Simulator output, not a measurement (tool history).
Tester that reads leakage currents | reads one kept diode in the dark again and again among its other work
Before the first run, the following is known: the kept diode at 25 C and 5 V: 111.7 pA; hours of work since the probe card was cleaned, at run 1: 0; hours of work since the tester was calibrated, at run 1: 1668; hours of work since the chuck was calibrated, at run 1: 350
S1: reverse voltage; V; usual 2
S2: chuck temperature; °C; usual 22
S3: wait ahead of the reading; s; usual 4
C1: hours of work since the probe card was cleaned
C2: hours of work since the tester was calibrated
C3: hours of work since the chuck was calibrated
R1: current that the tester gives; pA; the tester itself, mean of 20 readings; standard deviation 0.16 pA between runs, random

{"run": 1, "day": 0.0, "S1": 2, "S2": 22, "S3": 4, "C1": 0, "C2": 1668, "C3": 350, "R1": 52.05}
{"run": 2, "day": 2.979, "S1": 2, "S2": 22, "S3": 4, "C1": 49, "C2": 1717, "C3": 399, "R1": 52.19}
{"run": 3, "day": 5.408, "S1": 2, "S2": 22, "S3": 4, "C1": 88, "C2": 1756, "C3": 438, "R1": 52.25}
{"run": 4, "day": 6.783, "S1": 2, "S2": 22, "S3": 4, "C1": 111, "C2": 1779, "C3": 461, "R1": 52}
{"run": 5, "day": 9.896, "S1": 2, "S2": 22, "S3": 1.84, "C1": 162, "C2": 1829, "C3": 511, "R1": 52.02}
{"run": 6, "day": 13.246, "S1": 2, "S2": 22, "S3": 1.84, "C1": 216, "C2": 1884, "C3": 566, "R1": 52.26}
{"run": 7, "day": 15.596, "S1": 2.11, "S2": 22, "S3": 4, "C1": 255, "C2": 1922, "C3": 604, "R1": 53.84}
{"run": 8, "day": 17.421, "S1": 2.11, "S2": 22, "S3": 4, "C1": 284, "C2": 1952, "C3": 634, "R1": 53.61}
{"run": 9, "day": 20.125, "S1": 2.11, "S2": 22, "S3": 4, "C1": 328, "C2": 1996, "C3": 678, "R1": 53.93}
{"run": 10, "day": 23.4, "S1": 2, "S2": 22, "S3": 5.77, "C1": 382, "C2": 2050, "C3": 732, "R1": 52.15}
{"run": 11, "day": 24.829, "S1": 8.54, "S2": 46, "S3": 4, "C1": 405, "C2": 2073, "C3": 755, "R1": 671.65}
{"run": 12, "day": 27.238, "S1": 1.31, "S2": 24, "S3": 0.31, "C1": 445, "C2": 2112, "C3": 794, "R1": 48.14}
{"run": 13, "day": 29.392, "S1": 7.13, "S2": 41, "S3": 1.79, "C1": 480, "C2": 2148, "C3": 830, "R1": 435.02}
{"run": 14, "day": 31.792, "S1": 7.13, "S2": 36, "S3": 1.52, "C1": 519, "C2": 2187, "C3": 869, "R1": 305.92}
{"run": 15, "day": 34.783, "S1": 7.13, "S2": 36, "S3": 1.52, "C1": 568, "C2": 2236, "C3": 918, "R1": 307.59}
{"run": 16, "day": 36.767, "S1": 7.12, "S2": 35, "S3": 1.33, "C1": 600, "C2": 2268, "C3": 950, "R1": 287.19}
{"run": 17, "day": 39.992, "S1": 5.78, "S2": 22, "S3": 1.13, "C1": 653, "C2": 2321, "C3": 1003, "R1": 97.57}
{"run": 18, "day": 42.275, "S1": 5.78, "S2": 22, "S3": 5.67, "C1": 690, "C2": 2358, "C3": 1040, "R1": 97.02}
{"run": 19, "day": 45.529, "S1": 6.49, "S2": 53, "S3": 3.21, "C1": 743, "C2": 2411, "C3": 1093, "R1": 898.39}

The same runs without the tool's hidden state, with the same run-to-run variation:
Hidden state present: stray current of the dirty probe card, pA a volt; current scale over the true one, %; true chuck temperature over the reading, C; drift of the gauge itself on leakage_pa, %.
run=1 R1=52.04
run=2 R1=52.18
run=3 R1=52.23
run=4 R1=51.98
run=5 R1=52
run=6 R1=52.23
run=7 R1=53.81
run=8 R1=53.58
run=9 R1=53.89
run=10 R1=52.12
run=11 R1=671.32
run=12 R1=48.11
run=13 R1=434.77
run=14 R1=305.72
run=15 R1=307.38
run=16 R1=286.98
run=17 R1=97.47
run=18 R1=96.92
run=19 R1=897.79
